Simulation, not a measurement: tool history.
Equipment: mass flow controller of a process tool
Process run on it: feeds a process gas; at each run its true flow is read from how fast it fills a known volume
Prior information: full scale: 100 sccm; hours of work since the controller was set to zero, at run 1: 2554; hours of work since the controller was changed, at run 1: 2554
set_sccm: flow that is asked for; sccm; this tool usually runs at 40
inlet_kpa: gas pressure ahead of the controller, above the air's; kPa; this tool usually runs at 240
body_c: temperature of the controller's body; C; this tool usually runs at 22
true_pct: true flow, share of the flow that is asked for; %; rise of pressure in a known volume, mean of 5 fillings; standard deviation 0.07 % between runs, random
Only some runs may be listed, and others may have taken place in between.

run,hour,set_sccm,inlet_kpa,body_c,hours of work since the controller was set to zero,hours of work since the controller was changed,true_pct
1,0.0,40,240,22,2554,2554,99.82
2,96.0,40,240,22,2616,2616,99.84
3,158.1,40,240,22,2656,2656,99.82
4,234.1,40,240,20,2705,2705,99.74
5,295.0,40,240,22,2744,2744,99.73
6,399.2,40,240,22,2811,2811,99.93
7,494.9,40,240,22,2873,2873,99.82
8,619.9,40,240,22,2953,2953,99.94
9,701.4,40,240,22,3006,3006,99.80
10,805.8,40,240,22,3073,3073,100.01
11,879.1,40,240,34,3121,3121,100.90
12,937.3,40,240,34,3158,3158,100.88
13,1042.7,72,240,22,3226,3226,100.43
14,1162.4,40,240,30,3303,3303,100.70
15,1259.5,40,240,22,3366,3366,100.14
16,1323.5,40,240,22,3407,3407,100.00
17,1428.6,87,240,22,3475,3475,100.72
18,1516.9,87,240,22,3532,3532,100.69
19,1639.0,40,240,30,3610,3610,100.82
20,1743.1,16,240,22,3678,3678,100.98
21,1840.0,16,240,22,3740,3740,100.97
22,1972.3,40,240,23,3825,3825,100.30
23,2088.8,40,240,23,3900,3900,100.42
24,2179.6,40,240,23,3959,3959,100.45
25,2266.7,32,240,36,4015,4015,101.44
26,2323.0,21,240,21,4051,4051,100.65
27,2400.5,35,240,36,4101,4101,101.45
28,2529.9,57,278,31,4185,4185,101.34
29,2596.2,23,217,22,4227,4227,100.65
30,2691.7,40,240,29,4289,4289,100.97
31,2828.1,40,240,29,4377,4377,101.09
32,2889.3,40,240,29,4416,4416,101.15
33,2978.7,40,240,24,4474,4474,100.72

Run 34, settings as shown, results not yet in. Your forecast:
34,3099.0,17,144,26,4552,4552,?

true_pct: 101.22 %
Take away the tool's hidden state, keep the run-to-run variation as it was, and the same run would have given true_pct 97.83 %.

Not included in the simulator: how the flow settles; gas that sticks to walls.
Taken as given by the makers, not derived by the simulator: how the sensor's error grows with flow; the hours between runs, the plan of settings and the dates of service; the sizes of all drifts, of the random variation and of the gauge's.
